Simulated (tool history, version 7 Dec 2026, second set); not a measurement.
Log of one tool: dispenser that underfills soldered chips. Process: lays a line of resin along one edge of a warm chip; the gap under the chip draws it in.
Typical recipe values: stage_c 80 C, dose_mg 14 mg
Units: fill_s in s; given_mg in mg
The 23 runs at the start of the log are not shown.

run,hour,stage_c,dose_mg,hours of work since the syringe was changed,hours of work since the valve was cleaned,hours of work since the stage was calibrated,fill_s,given_mg
24,99.4,82,15.3,5,31,123,36.9,14.75
25,103.3,82,15.3,7,33,125,42.5,15
# hour 106.2: new syringe of resin
26,107.9,77,16.2,1,36,128,37.5,15.65
27,111.5,77,16.2,3,38,130,43.1,15.62
28,116.8,69,16.2,7,42,134,77.5,15.6
# hour 121: new syringe of resin
29,122.3,87,12.7,1,45,137,24,12.27
30,125.8,67,15.8,3,47,139,70.8,15.11
31,128.4,67,15.8,5,49,141,75.2,14.98
32,132.1,67,13.1,7,51,143,90.3,12.5
# hour 135.4: new syringe of resin
33,138.1,87,17.5,2,55,147,23.5,16.49
34,142.5,82,15.6,5,58,150,35.7,14.88
35,145.1,82,15.6,6,59,151,38.7,14.7

Below are 3 alternative next runs, each starting from the tool's condition after run 35. Predict each:
# hour 149.9: new syringe of resin
A,150.3,87,13.2,0,62,154,?,?
# hour 149.9: new syringe of resin
B,150.3,76,14.2,0,62,154,?,?
# hour 149.9: new syringe of resin
C,150.3,81,14,0,62,154,?,?

run,fill_s,given_mg
A,23.8,12.49
B,40.3,13.25
C,31.4,13.18
Stripped of hidden state, with their random variation kept, the same runs would have yielded:
run,fill_s,given_mg
A,23.8,13.3
B,40.6,14.11
C,31.6,14.04

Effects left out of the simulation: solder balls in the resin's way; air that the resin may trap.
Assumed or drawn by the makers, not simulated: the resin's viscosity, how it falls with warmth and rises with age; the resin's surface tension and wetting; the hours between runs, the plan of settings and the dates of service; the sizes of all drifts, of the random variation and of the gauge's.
